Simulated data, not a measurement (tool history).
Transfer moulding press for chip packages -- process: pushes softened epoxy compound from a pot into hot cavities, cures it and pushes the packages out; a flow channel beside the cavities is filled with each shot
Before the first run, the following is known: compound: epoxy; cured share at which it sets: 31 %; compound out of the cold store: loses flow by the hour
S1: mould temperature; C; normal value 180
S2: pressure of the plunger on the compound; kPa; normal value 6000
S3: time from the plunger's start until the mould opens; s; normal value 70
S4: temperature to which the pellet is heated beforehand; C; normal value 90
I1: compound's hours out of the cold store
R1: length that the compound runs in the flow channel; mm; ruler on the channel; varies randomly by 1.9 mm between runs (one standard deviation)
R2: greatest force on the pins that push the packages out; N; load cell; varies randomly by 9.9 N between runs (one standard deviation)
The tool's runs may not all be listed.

run 1 hour=0.0 | S1=180 S2=6000 S3=70 S4=90 | I1=44.8 | R1=611 R2=773
run 2 hour=6.4 | S1=180 S2=6000 S3=70 S4=90 | I1=27.1 | R1=664 R2=841
run 3 hour=14.6 | S1=180 S2=5020 S3=70 S4=90 | I1=14.0 | R1=644 R2=873
run 4 hour=26.4 | S1=180 S2=5020 S3=70 S4=90 | I1=46.4 | R1=552 R2=918
run 5 hour=38.9 | S1=180 S2=5020 S3=70 S4=90 | I1=43.3 | R1=558 R2=898
-- hour=44.0 cavities cleaned with cleaning compound and waxed
run 6 hour=50.9 | S1=176 S2=5020 S3=70 S4=90 | I1=10.2 | R1=664 R2=752
run 7 hour=61.1 | S1=178 S2=6000 S3=70 S4=90 | I1=45.5 | R1=606 R2=750
run 8 hour=66.4 | S1=187 S2=6000 S3=70 S4=90 | I1=19.4 | R1=661 R2=608
run 9 hour=73.2 | S1=187 S2=6000 S3=70 S4=90 | I1=26.4 | R1=638 R2=656
run 10 hour=83.9 | S1=187 S2=6000 S3=70 S4=90 | I1=25.7 | R1=640 R2=678
run 11 hour=90.7 | S1=180 S2=4570 S3=70 S4=90 | I1=42.0 | R1=531 R2=837
run 12 hour=96.5 | S1=181 S2=6000 S3=70 S4=90 | I1=36.4 | R1=622 R2=850
run 13 hour=105.3 | S1=180 S2=6000 S3=70 S4=92 | I1=31.6 | R1=637 R2=911
run 14 hour=115.2 | S1=180 S2=6380 S3=70 S4=92 | I1=34.6 | R1=648 R2=952
-- hour=121.7 plunger's sealing rings changed
-- hour=127.4 cavities cleaned with cleaning compound and waxed
run 15 hour=128.4 | S1=180 S2=6380 S3=70 S4=92 | I1=40.5 | R1=663 R2=470
run 16 hour=137.8 | S1=180 S2=5980 S3=84 S4=92 | I1=29.4 | R1=673 R2=508
run 17 hour=146.3 | S1=179 S2=5080 S3=53 S4=96 | I1=29.8 | R1=619 R2=1364
run 18 hour=158.1 | S1=179 S2=5080 S3=53 S4=96 | I1=38.0 | R1=596 R2=1462
run 19 hour=170.3 | S1=180 S2=4870 S3=70 S4=86 | I1=31.2 | R1=597 R2=887
run 20 hour=179.5 | S1=184 S2=6000 S3=53 S4=90 | I1=44.1 | R1=616 R2=1179

What does the tool deliver on the next run?
run 21 hour=185.8 | S1=173 S2=6000 S3=70 S4=90 | I1=42.5 | R1=? R2=?

{"run 21": {"R1": 649, "R2": 1436}}
The same run, on a tool lacking any hidden state, would have yielded R1 657 mm, R2 729 N.

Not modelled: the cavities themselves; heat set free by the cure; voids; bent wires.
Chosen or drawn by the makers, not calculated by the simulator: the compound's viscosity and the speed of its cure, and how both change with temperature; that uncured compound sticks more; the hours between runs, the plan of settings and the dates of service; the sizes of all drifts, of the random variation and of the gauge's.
